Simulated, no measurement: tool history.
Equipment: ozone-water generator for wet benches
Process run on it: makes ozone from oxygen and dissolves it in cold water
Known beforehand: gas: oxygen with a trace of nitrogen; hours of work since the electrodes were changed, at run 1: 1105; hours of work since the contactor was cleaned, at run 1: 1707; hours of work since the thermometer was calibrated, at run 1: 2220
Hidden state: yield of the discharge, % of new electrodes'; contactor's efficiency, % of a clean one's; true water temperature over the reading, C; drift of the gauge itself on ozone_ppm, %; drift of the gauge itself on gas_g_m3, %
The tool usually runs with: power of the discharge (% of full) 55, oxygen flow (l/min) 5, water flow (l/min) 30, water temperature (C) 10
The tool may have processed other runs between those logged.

run	day	power of the discharge (% of full)	oxygen flow (l/min)	water flow (l/min)	water temperature (C)	hours of work since the electrodes were changed	hours of work since the contactor was cleaned	hours of work since the thermometer was calibrated	dissolved ozone (ppm)	ozone in the gas ahead of the water (g/m3)
1	0	55	5	30	10	1105	1707	2220	13.3	135.2
2	1.125	53	5	30	10	1128	1730	2243	13	128.6
3	2.2	55	5	30	6	1150	1752	2265	13.9	132.8
4	3.008	55	5	30	6	1167	1769	2282	13.7	132
5	4.346	55	5	30	10	1195	1797	2310	13.1	134.5
6	5.117	55	5	30	10	1211	1813	2326	13.3	132.4
7	6.592	55	5	30	10	1241	1843	2356	13.4	133
8	7.354	55	7.8	30	10	1257	1859	2372	14.1	105.7
9	8.538	55	5	30	10	1282	1884	2397	13.3	133.6
10	10.217	55	5	30	10	1317	1919	2432	13.5	131.3
11	11.15	55	5	30	10	1336	1938	2451	13.3	131.9
12	12.162	55	5	30	10	1357	1959	2472	13.3	132.6
13	13.262	55	5	27	10	1380	1982	2495	14.6	132.9
# day 13.367: water thermometer calibrated
14	14.75	46	5	30	10	1410	2012	29	11.4	114
15	15.879	55	2.78	30	10	1434	2036	52	11.6	184
# day 16.438: water thermometer calibrated, once more
16	16.675	55	2.78	30	10	1450	2052	5	11.5	183.1
17	17.9	55	5	30	10	1475	2077	30	13.1	132.8
18	18.929	55	5	30	10	1497	2099	52	13.3	133.6

Estimate the outcome of run 19 from the log above:
19	19.883	69	4.68	27	10	1517	2119	71	?	?

{"run 19": {"dissolved ozone (ppm)": 17.4, "ozone in the gas ahead of the water (g/m3)": 167.8}}
With the hidden condition absent and the run-to-run variation left alone, this run would have shown dissolved ozone (ppm) 17.8, ozone in the gas ahead of the water (g/m3) 169.8.
